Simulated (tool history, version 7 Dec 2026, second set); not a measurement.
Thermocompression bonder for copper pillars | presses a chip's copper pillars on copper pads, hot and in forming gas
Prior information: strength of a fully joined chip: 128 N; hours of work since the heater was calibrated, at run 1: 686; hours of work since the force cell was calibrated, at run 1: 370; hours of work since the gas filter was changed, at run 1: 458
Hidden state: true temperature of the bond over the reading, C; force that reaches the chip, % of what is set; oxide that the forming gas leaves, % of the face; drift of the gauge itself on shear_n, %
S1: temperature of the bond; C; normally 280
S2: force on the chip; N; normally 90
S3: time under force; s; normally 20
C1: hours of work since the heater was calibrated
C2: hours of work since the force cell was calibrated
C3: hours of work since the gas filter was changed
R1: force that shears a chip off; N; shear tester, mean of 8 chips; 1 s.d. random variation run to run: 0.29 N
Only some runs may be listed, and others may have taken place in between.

run	day	S1	S2	S3	C1	C2	C3	R1
1	0.000	280	90	20	686	370	458	61.5
2	0.425	280	90	20	692	376	464	61.3
3	0.900	280	90	46	698	382	471	78.9
4	1.538	280	90	46	707	391	479	79.0
5	1.842	280	90	46	711	395	483	78.2
# day 2.479: forming gas filter changed
6	2.496	280	90	46	719	403	0	87.9
7	2.879	280	90	46	724	408	5	87.6
8	3.529	308	59	13	733	417	14	51.9
9	4.196	308	59	13	742	426	23	51.6
10	4.554	255	83	24	747	431	28	51.3
11	5.188	255	83	24	755	439	36	50.9
12	5.488	296	83	46	759	443	40	92.9
13	5.875	268	84	20	764	448	45	56.5

Branching from run 13: 3 alternative next runs. What would each branch give?
A	6.567	268	84	24	774	458	55	?
B	6.567	277	66	16	774	458	55	?
C	6.567	308	87	12	774	458	55	?

run	R1
A	60.0
B	44.5
C	72.8
What these runs would have given with no unlogged condition in the tool:
run	R1
A	56.6
B	41.7
C	69.6
